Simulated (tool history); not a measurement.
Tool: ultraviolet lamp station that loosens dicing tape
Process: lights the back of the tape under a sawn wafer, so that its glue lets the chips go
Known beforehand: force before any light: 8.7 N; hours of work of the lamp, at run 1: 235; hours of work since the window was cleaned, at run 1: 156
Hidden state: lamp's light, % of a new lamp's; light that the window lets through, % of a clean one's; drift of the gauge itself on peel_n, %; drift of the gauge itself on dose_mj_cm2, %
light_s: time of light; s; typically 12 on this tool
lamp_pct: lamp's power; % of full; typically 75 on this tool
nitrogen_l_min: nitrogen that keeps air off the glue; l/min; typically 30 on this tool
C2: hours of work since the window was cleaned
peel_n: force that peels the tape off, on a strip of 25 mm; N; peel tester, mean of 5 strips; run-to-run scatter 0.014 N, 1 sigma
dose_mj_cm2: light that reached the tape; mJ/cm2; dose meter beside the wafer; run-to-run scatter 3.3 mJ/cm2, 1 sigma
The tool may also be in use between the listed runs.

{"run": 1, "day": 0.0, "light_s": 12, "lamp_pct": 75, "nitrogen_l_min": 30, "hours of work of the lamp": 235, "C2": 156, "peel_n": 0.652, "dose_mj_cm2": 525}
{"run": 2, "day": 1.271, "light_s": 12, "lamp_pct": 75, "nitrogen_l_min": 30, "hours of work of the lamp": 255, "C2": 176, "peel_n": 0.645, "dose_mj_cm2": 528}
{"run": 3, "day": 2.204, "light_s": 9, "lamp_pct": 75, "nitrogen_l_min": 30, "hours of work of the lamp": 270, "C2": 191, "peel_n": 1.199, "dose_mj_cm2": 396}
{"run": 4, "day": 3.408, "light_s": 12, "lamp_pct": 75, "nitrogen_l_min": 30, "hours of work of the lamp": 289, "C2": 210, "peel_n": 0.655, "dose_mj_cm2": 524}
{"run": 5, "day": 4.654, "light_s": 12, "lamp_pct": 75, "nitrogen_l_min": 30, "hours of work of the lamp": 309, "C2": 230, "peel_n": 0.649, "dose_mj_cm2": 524}
{"run": 6, "day": 5.562, "light_s": 12, "lamp_pct": 89, "nitrogen_l_min": 30, "hours of work of the lamp": 324, "C2": 245, "peel_n": 0.423, "dose_mj_cm2": 622}
{"run": 7, "day": 7.15, "light_s": 12, "lamp_pct": 75, "nitrogen_l_min": 30, "hours of work of the lamp": 349, "C2": 270, "peel_n": 0.667, "dose_mj_cm2": 524}
{"run": 8, "day": 7.858, "light_s": 12, "lamp_pct": 75, "nitrogen_l_min": 30, "hours of work of the lamp": 361, "C2": 281, "peel_n": 0.648, "dose_mj_cm2": 521}
{"run": 9, "day": 9.017, "light_s": 12, "lamp_pct": 75, "nitrogen_l_min": 30, "hours of work of the lamp": 379, "C2": 300, "peel_n": 0.677, "dose_mj_cm2": 524}
{"run": 10, "day": 9.667, "light_s": 12, "lamp_pct": 75, "nitrogen_l_min": 30, "hours of work of the lamp": 390, "C2": 310, "peel_n": 0.654, "dose_mj_cm2": 527}
{"run": 11, "day": 10.446, "light_s": 12, "lamp_pct": 75, "nitrogen_l_min": 30, "hours of work of the lamp": 402, "C2": 323, "peel_n": 0.632, "dose_mj_cm2": 522}
{"run": 12, "day": 11.117, "light_s": 12, "lamp_pct": 75, "nitrogen_l_min": 30, "hours of work of the lamp": 413, "C2": 334, "peel_n": 0.655, "dose_mj_cm2": 524}
{"run": 13, "day": 12.171, "light_s": 12, "lamp_pct": 75, "nitrogen_l_min": 10, "hours of work of the lamp": 430, "C2": 350, "peel_n": 1.616, "dose_mj_cm2": 524}
{"run": 14, "day": 13.279, "light_s": 12, "lamp_pct": 75, "nitrogen_l_min": 10, "hours of work of the lamp": 447, "C2": 368, "peel_n": 1.637, "dose_mj_cm2": 523}
{"run": 15, "day": 14.7, "light_s": 12, "lamp_pct": 75, "nitrogen_l_min": 10, "hours of work of the lamp": 470, "C2": 391, "peel_n": 1.634, "dose_mj_cm2": 522}
{"run": 16, "day": 15.717, "light_s": 12, "lamp_pct": 75, "nitrogen_l_min": 10, "hours of work of the lamp": 486, "C2": 407, "peel_n": 1.551, "dose_mj_cm2": 526}
{"day": 16.517, "done": "window cleaned of glue's vapour"}
{"run": 17, "day": 16.55, "light_s": 9, "lamp_pct": 75, "nitrogen_l_min": 56, "hours of work of the lamp": 499, "C2": 0, "peel_n": 0.75, "dose_mj_cm2": 389}
{"run": 18, "day": 17.833, "light_s": 11, "lamp_pct": 70, "nitrogen_l_min": 56, "hours of work of the lamp": 520, "C2": 21, "peel_n": 0.56, "dose_mj_cm2": 445}
{"run": 19, "day": 18.517, "light_s": 12, "lamp_pct": 98, "nitrogen_l_min": 56, "hours of work of the lamp": 531, "C2": 32, "peel_n": 0.226, "dose_mj_cm2": 685}
{"run": 20, "day": 19.9, "light_s": 12, "lamp_pct": 98, "nitrogen_l_min": 56, "hours of work of the lamp": 553, "C2": 54, "peel_n": 0.223, "dose_mj_cm2": 682}
{"run": 21, "day": 21.083, "light_s": 12, "lamp_pct": 98, "nitrogen_l_min": 56, "hours of work of the lamp": 572, "C2": 73, "peel_n": 0.211, "dose_mj_cm2": 686}
{"run": 22, "day": 22.171, "light_s": 12, "lamp_pct": 98, "nitrogen_l_min": 56, "hours of work of the lamp": 589, "C2": 90, "peel_n": 0.215, "dose_mj_cm2": 695}
{"run": 23, "day": 23.571, "light_s": 12, "lamp_pct": 98, "nitrogen_l_min": 56, "hours of work of the lamp": 612, "C2": 113, "peel_n": 0.215, "dose_mj_cm2": 683}
{"run": 24, "day": 25.025, "light_s": 12, "lamp_pct": 87, "nitrogen_l_min": 14, "hours of work of the lamp": 635, "C2": 136, "peel_n": 0.964, "dose_mj_cm2": 604}
{"run": 25, "day": 25.871, "light_s": 12, "lamp_pct": 87, "nitrogen_l_min": 14, "hours of work of the lamp": 648, "C2": 150, "peel_n": 0.987, "dose_mj_cm2": 616}
{"run": 26, "day": 27.129, "light_s": 8, "lamp_pct": 91, "nitrogen_l_min": 10, "hours of work of the lamp": 668, "C2": 170, "peel_n": 2.231, "dose_mj_cm2": 423}
{"run": 27, "day": 27.817, "light_s": 8, "lamp_pct": 91, "nitrogen_l_min": 10, "hours of work of the lamp": 680, "C2": 181, "peel_n": 2.223, "dose_mj_cm2": 422}
{"run": 28, "day": 28.579, "light_s": 8, "lamp_pct": 91, "nitrogen_l_min": 10, "hours of work of the lamp": 692, "C2": 193, "peel_n": 2.244, "dose_mj_cm2": 418}
{"run": 29, "day": 29.608, "light_s": 16, "lamp_pct": 94, "nitrogen_l_min": 30, "hours of work of the lamp": 708, "C2": 209, "peel_n": 0.209, "dose_mj_cm2": 873}
{"run": 30, "day": 30.433, "light_s": 12, "lamp_pct": 69, "nitrogen_l_min": 40, "hours of work of the lamp": 721, "C2": 223, "peel_n": 0.643, "dose_mj_cm2": 485}
{"run": 31, "day": 31.192, "light_s": 9, "lamp_pct": 95, "nitrogen_l_min": 40, "hours of work of the lamp": 733, "C2": 235, "peel_n": 0.553, "dose_mj_cm2": 500}

5 ways to go on from here, each from the tool as it stands after run 31. What would each give?
{"run": "A", "day": 32.429, "light_s": 12, "lamp_pct": 85, "nitrogen_l_min": 28, "hours of work of the lamp": 753, "C2": 254, "peel_n": "?", "dose_mj_cm2": "?"}
{"run": "B", "day": 32.429, "light_s": 9, "lamp_pct": 75, "nitrogen_l_min": 11, "hours of work of the lamp": 753, "C2": 254, "peel_n": "?", "dose_mj_cm2": "?"}
{"run": "C", "day": 32.429, "light_s": 13, "lamp_pct": 99, "nitrogen_l_min": 30, "hours of work of the lamp": 753, "C2": 254, "peel_n": "?", "dose_mj_cm2": "?"}
{"run": "D", "day": 32.429, "light_s": 6, "lamp_pct": 84, "nitrogen_l_min": 9, "hours of work of the lamp": 753, "C2": 254, "peel_n": "?", "dose_mj_cm2": "?"}
{"run": "E", "day": 32.429, "light_s": 11, "lamp_pct": 74, "nitrogen_l_min": 41, "hours of work of the lamp": 753, "C2": 254, "peel_n": "?", "dose_mj_cm2": "?"}

run=A peel_n=0.528 dose_mj_cm2=599
run=B peel_n=2.344 dose_mj_cm2=395
run=C peel_n=0.281 dose_mj_cm2=754
run=D peel_n=3.42 dose_mj_cm2=292
run=E peel_n=0.64 dose_mj_cm2=476
Without the tool's hidden state the same runs would have given:
run=A peel_n=0.524 dose_mj_cm2=601
run=B peel_n=2.332 dose_mj_cm2=397
run=C peel_n=0.278 dose_mj_cm2=757
run=D peel_n=3.408 dose_mj_cm2=293
run=E peel_n=0.634 dose_mj_cm2=478

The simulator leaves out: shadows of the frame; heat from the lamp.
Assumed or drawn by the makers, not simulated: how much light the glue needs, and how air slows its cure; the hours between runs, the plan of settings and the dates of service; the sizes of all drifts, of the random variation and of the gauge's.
